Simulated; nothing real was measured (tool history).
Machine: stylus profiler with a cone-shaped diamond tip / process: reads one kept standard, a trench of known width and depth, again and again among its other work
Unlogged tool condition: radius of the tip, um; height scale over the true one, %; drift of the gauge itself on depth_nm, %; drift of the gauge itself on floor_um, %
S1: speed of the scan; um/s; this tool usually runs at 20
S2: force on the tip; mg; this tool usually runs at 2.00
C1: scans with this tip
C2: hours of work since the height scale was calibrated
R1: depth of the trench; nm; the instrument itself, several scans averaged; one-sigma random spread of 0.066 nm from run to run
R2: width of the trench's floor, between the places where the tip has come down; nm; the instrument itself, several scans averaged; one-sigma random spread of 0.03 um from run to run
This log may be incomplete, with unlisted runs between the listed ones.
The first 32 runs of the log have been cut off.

run 33 day=14.121 | S1=12 S2=2.16 | C1=4005 C2=666 | R1=101.20 R2=48370
run 34 day=14.608 | S1=20 S2=2.70 | C1=4054 C2=674 | R1=101.47 R2=48230
run 35 day=14.904 | S1=20 S2=3.89 | C1=4084 C2=679 | R1=101.58 R2=48380
run 36 day=15.388 | S1=14 S2=0.73 | C1=4133 C2=687 | R1=100.77 R2=48320
run 37 day=15.996 | S1=14 S2=0.73 | C1=4195 C2=698 | R1=100.76 R2=48270
run 38 day=16.479 | S1=14 S2=0.73 | C1=4244 C2=706 | R1=100.69 R2=48290
run 39 day=16.938 | S1=6 S2=1.89 | C1=4291 C2=714 | R1=101.25 R2=48330
run 40 day=17.412 | S1=6 S2=1.89 | C1=4339 C2=722 | R1=101.12 R2=48370
run 41 day=18.012 | S1=15 S2=1.79 | C1=4400 C2=732 | R1=101.20 R2=48300

3 ways to go on from here, each from the tool as it stands after run 41. What would each give?
run A day=18.346 | S1=6 S2=1.98 | C1=4434 C2=737 | R1=? R2=?
run B day=18.346 | S1=23 S2=2.42 | C1=4434 C2=737 | R1=? R2=?
run C day=18.346 | S1=8 S2=3.13 | C1=4434 C2=737 | R1=? R2=?

run=A R1=101.24 R2=48340
run=B R1=101.45 R2=48290
run=C R1=101.54 R2=48370
Take away the tool's hidden state, keep each run's random variation, and the runs would have read:
run=A R1=100.91 R2=48540
run=B R1=101.11 R2=48490
run=C R1=101.21 R2=48570

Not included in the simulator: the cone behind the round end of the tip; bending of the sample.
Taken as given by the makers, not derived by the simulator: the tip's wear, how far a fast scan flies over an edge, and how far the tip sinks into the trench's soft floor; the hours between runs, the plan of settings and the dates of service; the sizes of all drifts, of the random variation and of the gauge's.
